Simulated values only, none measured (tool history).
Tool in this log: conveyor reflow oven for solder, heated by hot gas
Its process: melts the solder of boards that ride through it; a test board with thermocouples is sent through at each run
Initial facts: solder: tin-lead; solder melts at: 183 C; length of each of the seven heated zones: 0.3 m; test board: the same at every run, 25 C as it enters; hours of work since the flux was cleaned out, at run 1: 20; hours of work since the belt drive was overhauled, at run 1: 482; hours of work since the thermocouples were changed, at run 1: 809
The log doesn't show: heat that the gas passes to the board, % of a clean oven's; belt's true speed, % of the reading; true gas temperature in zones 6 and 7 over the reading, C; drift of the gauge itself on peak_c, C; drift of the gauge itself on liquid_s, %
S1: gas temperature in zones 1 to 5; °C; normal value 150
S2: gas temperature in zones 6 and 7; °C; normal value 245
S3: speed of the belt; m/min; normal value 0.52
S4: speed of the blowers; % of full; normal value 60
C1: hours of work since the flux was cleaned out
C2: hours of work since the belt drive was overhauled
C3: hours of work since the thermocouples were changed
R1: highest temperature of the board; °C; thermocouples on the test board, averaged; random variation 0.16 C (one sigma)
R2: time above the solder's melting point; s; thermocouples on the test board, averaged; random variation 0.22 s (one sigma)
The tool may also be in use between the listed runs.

{"run": 1, "hour": 0.0, "S1": 150, "S2": 245, "S3": 0.52, "S4": 60, "C1": 20, "C2": 482, "C3": 809, "R1": 225.9, "R2": 61}
{"run": 2, "hour": 24.6, "S1": 150, "S2": 245, "S3": 0.52, "S4": 69, "C1": 35, "C2": 497, "C3": 824, "R1": 227.6, "R2": 62.3}
{"run": 3, "hour": 44.7, "S1": 150, "S2": 245, "S3": 0.52, "S4": 69, "C1": 48, "C2": 510, "C3": 836, "R1": 227.6, "R2": 62.1}
{"run": 4, "hour": 61.7, "S1": 150, "S2": 245, "S3": 0.52, "S4": 60, "C1": 58, "C2": 520, "C3": 847, "R1": 225.7, "R2": 61.4}
{"run": 5, "hour": 88.1, "S1": 150, "S2": 245, "S3": 0.52, "S4": 60, "C1": 74, "C2": 536, "C3": 863, "R1": 225.6, "R2": 61.2}
{"run": 6, "hour": 103.1, "S1": 150, "S2": 245, "S3": 0.52, "S4": 60, "C1": 84, "C2": 546, "C3": 872, "R1": 225.3, "R2": 60.9}
{"run": 7, "hour": 117.4, "S1": 150, "S2": 237, "S3": 0.52, "S4": 60, "C1": 92, "C2": 554, "C3": 881, "R1": 219, "R2": 57.2}
{"run": 8, "hour": 138.4, "S1": 150, "S2": 246, "S3": 0.52, "S4": 60, "C1": 105, "C2": 567, "C3": 894, "R1": 226.3, "R2": 61}
{"run": 9, "hour": 161.5, "S1": 144, "S2": 245, "S3": 0.52, "S4": 60, "C1": 120, "C2": 582, "C3": 908, "R1": 223.7, "R2": 58}
{"run": 10, "hour": 187.2, "S1": 144, "S2": 245, "S3": 0.52, "S4": 60, "C1": 135, "C2": 598, "C3": 924, "R1": 223.6, "R2": 57.8}
{"hour": 194.0, "done": "flux residue cleaned out of gas plates and filters"}
{"run": 11, "hour": 209.1, "S1": 144, "S2": 245, "S3": 0.52, "S4": 60, "C1": 9, "C2": 608, "C3": 935, "R1": 223, "R2": 57.1}
{"run": 12, "hour": 233.7, "S1": 144, "S2": 245, "S3": 0.52, "S4": 60, "C1": 25, "C2": 623, "C3": 950, "R1": 222.6, "R2": 57.2}
{"run": 13, "hour": 258.3, "S1": 144, "S2": 245, "S3": 0.52, "S4": 60, "C1": 40, "C2": 638, "C3": 965, "R1": 222.6, "R2": 57}
{"run": 14, "hour": 274.9, "S1": 144, "S2": 245, "S3": 0.52, "S4": 60, "C1": 50, "C2": 649, "C3": 975, "R1": 222.4, "R2": 56.8}
{"run": 15, "hour": 303.2, "S1": 150, "S2": 245, "S3": 0.49, "S4": 60, "C1": 67, "C2": 666, "C3": 993, "R1": 226.1, "R2": 64.9}
{"run": 16, "hour": 316.0, "S1": 150, "S2": 251, "S3": 0.52, "S4": 60, "C1": 75, "C2": 674, "C3": 1001, "R1": 228.7, "R2": 63.1}
{"hour": 329.2, "done": "flux residue cleaned out of gas plates and filters, once more"}
{"run": 17, "hour": 338.0, "S1": 150, "S2": 237, "S3": 0.52, "S4": 62, "C1": 5, "C2": 684, "C3": 1011, "R1": 220.5, "R2": 58.3}
{"run": 18, "hour": 355.8, "S1": 150, "S2": 237, "S3": 0.52, "S4": 62, "C1": 16, "C2": 695, "C3": 1022, "R1": 220.4, "R2": 58.4}
{"run": 19, "hour": 384.6, "S1": 150, "S2": 245, "S3": 0.52, "S4": 62, "C1": 34, "C2": 713, "C3": 1040, "R1": 226.6, "R2": 61.9}
{"run": 20, "hour": 415.1, "S1": 143, "S2": 248, "S3": 0.423, "S4": 87, "C1": 53, "C2": 732, "C3": 1059, "R1": 238.6, "R2": 80.6}
{"run": 21, "hour": 443.1, "S1": 150, "S2": 254, "S3": 0.54, "S4": 68, "C1": 70, "C2": 749, "C3": 1076, "R1": 234, "R2": 63.1}
{"run": 22, "hour": 462.1, "S1": 150, "S2": 260, "S3": 0.52, "S4": 87, "C1": 82, "C2": 761, "C3": 1088, "R1": 243.2, "R2": 69.5}
{"run": 23, "hour": 484.7, "S1": 158, "S2": 260, "S3": 0.618, "S4": 62, "C1": 96, "C2": 775, "C3": 1102, "R1": 232.8, "R2": 57.5}
{"run": 24, "hour": 504.5, "S1": 148, "S2": 256, "S3": 0.52, "S4": 60, "C1": 108, "C2": 787, "C3": 1114, "R1": 234.1, "R2": 65.1}
{"run": 25, "hour": 530.2, "S1": 155, "S2": 245, "S3": 0.473, "S4": 60, "C1": 124, "C2": 803, "C3": 1130, "R1": 229.6, "R2": 72.2}
{"hour": 543.8, "done": "thermocouples of zones 6 and 7 changed"}
{"run": 26, "hour": 551.2, "S1": 146, "S2": 246, "S3": 0.503, "S4": 59, "C1": 136, "C2": 815, "C3": 5, "R1": 224.3, "R2": 61.2}
{"run": 27, "hour": 572.8, "S1": 146, "S2": 246, "S3": 0.503, "S4": 59, "C1": 149, "C2": 828, "C3": 18, "R1": 224.1, "R2": 61.2}
{"run": 28, "hour": 603.2, "S1": 150, "S2": 247, "S3": 0.52, "S4": 87, "C1": 168, "C2": 847, "C3": 37, "R1": 228.8, "R2": 63.5}
{"hour": 613.2, "done": "flux residue cleaned out of gas plates and filters"}
{"run": 29, "hour": 628.2, "S1": 153, "S2": 250, "S3": 0.525, "S4": 54, "C1": 9, "C2": 859, "C3": 49, "R1": 227.6, "R2": 63.6}
{"run": 30, "hour": 645.2, "S1": 153, "S2": 250, "S3": 0.597, "S4": 54, "C1": 20, "C2": 870, "C3": 60, "R1": 222.6, "R2": 52.7}
{"run": 31, "hour": 658.8, "S1": 156, "S2": 242, "S3": 0.56, "S4": 81, "C1": 28, "C2": 878, "C3": 68, "R1": 224.8, "R2": 58.9}
{"run": 32, "hour": 682.4, "S1": 163, "S2": 236, "S3": 0.52, "S4": 60, "C1": 43, "C2": 893, "C3": 82, "R1": 219.7, "R2": 64}

For some of the steps in R1 from one run to the next: how much would appear even if the tool had no hidden state, given the settings, what came in and random variation, and how much remains for the hidden state plus any gauge scatter that the measured result and the result without hidden state don't share?
Run 16 -> 17: S2 251 -> 237, S4 60 -> 62, flux residue cleaned out of gas plates and filters, once more. R1 -8.2 °C: hidden state +2.9, all else -11.1.
Run 19 -> 20: S1 150 -> 143, S2 245 -> 248, S3 0.52 -> 0.423, S4 62 -> 87. R1 +12 °C: hidden state +0, all else +12.
Run 21 -> 22: S2 254 -> 260, S3 0.54 -> 0.52, S4 68 -> 87. R1 +9.2 °C: hidden state -0.1, all else +9.3.
Run 22 -> 23: S1 150 -> 158, S3 0.52 -> 0.618, S4 87 -> 62. R1 -10.4 °C: hidden state -0.3, all else -10.1.
Run 25 -> 26: S1 155 -> 146, S2 245 -> 246, S3 0.473 -> 0.503, S4 60 -> 59, thermocouples of zones 6 and 7 changed. R1 -5.3 °C: hidden state -2.4, all else -2.9.
Run 28 -> 29: S1 150 -> 153, S2 247 -> 250, S3 0.52 -> 0.525, S4 87 -> 54, flux residue cleaned out of gas plates and filters. R1 -1.2 °C: hidden state +2, all else -3.2.
